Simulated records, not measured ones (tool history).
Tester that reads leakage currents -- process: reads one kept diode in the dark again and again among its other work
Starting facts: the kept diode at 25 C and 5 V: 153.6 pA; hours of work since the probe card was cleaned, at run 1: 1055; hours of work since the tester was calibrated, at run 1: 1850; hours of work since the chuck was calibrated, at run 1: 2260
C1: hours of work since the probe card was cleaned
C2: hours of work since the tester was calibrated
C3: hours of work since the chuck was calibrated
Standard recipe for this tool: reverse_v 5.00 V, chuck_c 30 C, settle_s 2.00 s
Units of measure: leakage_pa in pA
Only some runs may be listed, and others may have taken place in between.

{"run": 1, "hour": 0.0, "reverse_v": 5.0, "chuck_c": 30, "settle_s": 2.0, "C1": 1055, "C2": 1850, "C3": 2260, "leakage_pa": 301.05}
{"run": 2, "hour": 65.6, "reverse_v": 5.0, "chuck_c": 30, "settle_s": 2.0, "C1": 1105, "C2": 1900, "C3": 2310, "leakage_pa": 302.25}
{"run": 3, "hour": 107.1, "reverse_v": 5.0, "chuck_c": 30, "settle_s": 2.0, "C1": 1136, "C2": 1932, "C3": 2342, "leakage_pa": 299.49}
{"hour": 113.7, "done": "chuck's temperature calibrated"}
{"run": 4, "hour": 157.4, "reverse_v": 5.0, "chuck_c": 30, "settle_s": 2.0, "C1": 1173, "C2": 1969, "C3": 33, "leakage_pa": 250.8}
{"run": 5, "hour": 223.3, "reverse_v": 5.0, "chuck_c": 30, "settle_s": 2.0, "C1": 1223, "C2": 2019, "C3": 83, "leakage_pa": 253.97}
{"run": 6, "hour": 305.4, "reverse_v": 5.0, "chuck_c": 30, "settle_s": 2.0, "C1": 1285, "C2": 2081, "C3": 146, "leakage_pa": 255.3}
{"run": 7, "hour": 383.3, "reverse_v": 5.0, "chuck_c": 32, "settle_s": 2.0, "C1": 1344, "C2": 2140, "C3": 205, "leakage_pa": 303.86}
{"run": 8, "hour": 447.1, "reverse_v": 5.0, "chuck_c": 32, "settle_s": 2.0, "C1": 1393, "C2": 2189, "C3": 253, "leakage_pa": 304.84}
{"run": 9, "hour": 532.0, "reverse_v": 5.0, "chuck_c": 32, "settle_s": 2.0, "C1": 1457, "C2": 2253, "C3": 318, "leakage_pa": 308.57}
{"run": 10, "hour": 591.3, "reverse_v": 5.0, "chuck_c": 32, "settle_s": 2.0, "C1": 1502, "C2": 2298, "C3": 363, "leakage_pa": 309.64}
{"run": 11, "hour": 632.6, "reverse_v": 5.0, "chuck_c": 32, "settle_s": 2.0, "C1": 1534, "C2": 2329, "C3": 394, "leakage_pa": 311.76}
{"run": 12, "hour": 684.4, "reverse_v": 5.0, "chuck_c": 32, "settle_s": 2.0, "C1": 1573, "C2": 2369, "C3": 433, "leakage_pa": 310.3}
{"run": 13, "hour": 749.3, "reverse_v": 5.0, "chuck_c": 32, "settle_s": 2.0, "C1": 1622, "C2": 2418, "C3": 483, "leakage_pa": 311.7}
{"run": 14, "hour": 810.0, "reverse_v": 5.0, "chuck_c": 32, "settle_s": 2.0, "C1": 1668, "C2": 2464, "C3": 529, "leakage_pa": 313.43}
{"run": 15, "hour": 880.1, "reverse_v": 5.0, "chuck_c": 32, "settle_s": 2.0, "C1": 1722, "C2": 2517, "C3": 582, "leakage_pa": 316.88}
{"run": 16, "hour": 980.1, "reverse_v": 5.0, "chuck_c": 30, "settle_s": 2.0, "C1": 1798, "C2": 2593, "C3": 658, "leakage_pa": 269.59}
{"run": 17, "hour": 1076.1, "reverse_v": 5.0, "chuck_c": 30, "settle_s": 2.0, "C1": 1871, "C2": 2666, "C3": 731, "leakage_pa": 272.66}
{"hour": 1086.1, "done": "probe card cleaned and baked"}
{"hour": 1171.2, "done": "tester calibrated"}
{"run": 18, "hour": 1171.2, "reverse_v": 5.0, "chuck_c": 30, "settle_s": 2.0, "C1": 63, "C2": 0, "C3": 799, "leakage_pa": 268.77}
{"run": 19, "hour": 1245.5, "reverse_v": 1.53, "chuck_c": 30, "settle_s": 2.0, "C1": 120, "C2": 56, "C3": 856, "leakage_pa": 166.81}
{"run": 20, "hour": 1336.3, "reverse_v": 1.53, "chuck_c": 30, "settle_s": 2.0, "C1": 189, "C2": 125, "C3": 925, "leakage_pa": 167.53}
{"hour": 1367.7, "done": "probe card cleaned and baked, once more"}
{"run": 21, "hour": 1416.1, "reverse_v": 13.35, "chuck_c": 28, "settle_s": 1.09, "C1": 37, "C2": 184, "C3": 983, "leakage_pa": 324.25}
{"run": 22, "hour": 1482.1, "reverse_v": 3.35, "chuck_c": 56, "settle_s": 2.31, "C1": 87, "C2": 234, "C3": 1033, "leakage_pa": 1837.88}
{"run": 23, "hour": 1556.5, "reverse_v": 3.35, "chuck_c": 40, "settle_s": 3.8, "C1": 143, "C2": 290, "C3": 1090, "leakage_pa": 529.56}
{"run": 24, "hour": 1651.5, "reverse_v": 16.22, "chuck_c": 30, "settle_s": 2.0, "C1": 216, "C2": 363, "C3": 1162, "leakage_pa": 423.09}
{"run": 25, "hour": 1719.8, "reverse_v": 5.74, "chuck_c": 30, "settle_s": 0.51, "C1": 267, "C2": 414, "C3": 1214, "leakage_pa": 285.01}
{"run": 26, "hour": 1806.2, "reverse_v": 5.74, "chuck_c": 30, "settle_s": 0.51, "C1": 333, "C2": 480, "C3": 1279, "leakage_pa": 287.16}
{"run": 27, "hour": 1889.9, "reverse_v": 5.74, "chuck_c": 35, "settle_s": 0.7, "C1": 397, "C2": 544, "C3": 1343, "leakage_pa": 440.78}
{"run": 28, "hour": 1990.8, "reverse_v": 10.5, "chuck_c": 50, "settle_s": 3.22, "C1": 473, "C2": 620, "C3": 1420, "leakage_pa": 1867.78}
{"run": 29, "hour": 2091.5, "reverse_v": 15.46, "chuck_c": 30, "settle_s": 0.36, "C1": 550, "C2": 697, "C3": 1496, "leakage_pa": 442.6}
{"run": 30, "hour": 2185.5, "reverse_v": 4.49, "chuck_c": 23, "settle_s": 2.0, "C1": 621, "C2": 768, "C3": 1567, "leakage_pa": 142.98}
{"run": 31, "hour": 2275.3, "reverse_v": 3.49, "chuck_c": 30, "settle_s": 4.91, "C1": 689, "C2": 836, "C3": 1636, "leakage_pa": 241.74}
{"run": 32, "hour": 2369.1, "reverse_v": 11.22, "chuck_c": 21, "settle_s": 2.0, "C1": 761, "C2": 907, "C3": 1707, "leakage_pa": 177.03}
{"run": 33, "hour": 2431.1, "reverse_v": 5.0, "chuck_c": 30, "settle_s": 1.03, "C1": 808, "C2": 955, "C3": 1754, "leakage_pa": 283.34}
{"run": 34, "hour": 2516.9, "reverse_v": 1.9, "chuck_c": 30, "settle_s": 0.48, "C1": 873, "C2": 1020, "C3": 1819, "leakage_pa": 195.44}
{"run": 35, "hour": 2603.2, "reverse_v": 5.24, "chuck_c": 24, "settle_s": 2.0, "C1": 938, "C2": 1085, "C3": 1885, "leakage_pa": 172.33}
{"run": 36, "hour": 2676.1, "reverse_v": 5.0, "chuck_c": 30, "settle_s": 8.25, "C1": 994, "C2": 1141, "C3": 1940, "leakage_pa": 286.63}
{"run": 37, "hour": 2744.4, "reverse_v": 5.0, "chuck_c": 32, "settle_s": 2.0, "C1": 1046, "C2": 1193, "C3": 1992, "leakage_pa": 342.83}
{"run": 38, "hour": 2828.1, "reverse_v": 5.0, "chuck_c": 32, "settle_s": 2.0, "C1": 1109, "C2": 1256, "C3": 2056, "leakage_pa": 343.29}

Here are 5 independent what-if runs from the current tool condition. What would each one return?
{"run": "A", "hour": 2890.0, "reverse_v": 19.74, "chuck_c": 45, "settle_s": 0.94, "C1": 1156, "C2": 1303, "C3": 2102, "leakage_pa": "?"}
{"run": "B", "hour": 2890.0, "reverse_v": 3.49, "chuck_c": 43, "settle_s": 0.46, "C1": 1156, "C2": 1303, "C3": 2102, "leakage_pa": "?"}
{"run": "C", "hour": 2890.0, "reverse_v": 12.15, "chuck_c": 45, "settle_s": 0.72, "C1": 1156, "C2": 1303, "C3": 2102, "leakage_pa": "?"}
{"run": "D", "hour": 2890.0, "reverse_v": 5.0, "chuck_c": 21, "settle_s": 2.0, "C1": 1156, "C2": 1303, "C3": 2102, "leakage_pa": "?"}
{"run": "E", "hour": 2890.0, "reverse_v": 3.11, "chuck_c": 34, "settle_s": 8.31, "C1": 1156, "C2": 1303, "C3": 2102, "leakage_pa": "?"}

run=A leakage_pa=1728.23
run=B leakage_pa=748.63
run=C leakage_pa=1428.07
run=D leakage_pa=133.08
run=E leakage_pa=337.76
Without the tool's unlogged condition, the same runs would have read:
run=A leakage_pa=1457.96
run=B leakage_pa=634.28
run=C leakage_pa=1208.01
run=D leakage_pa=106.88
run=E leakage_pa=282.28

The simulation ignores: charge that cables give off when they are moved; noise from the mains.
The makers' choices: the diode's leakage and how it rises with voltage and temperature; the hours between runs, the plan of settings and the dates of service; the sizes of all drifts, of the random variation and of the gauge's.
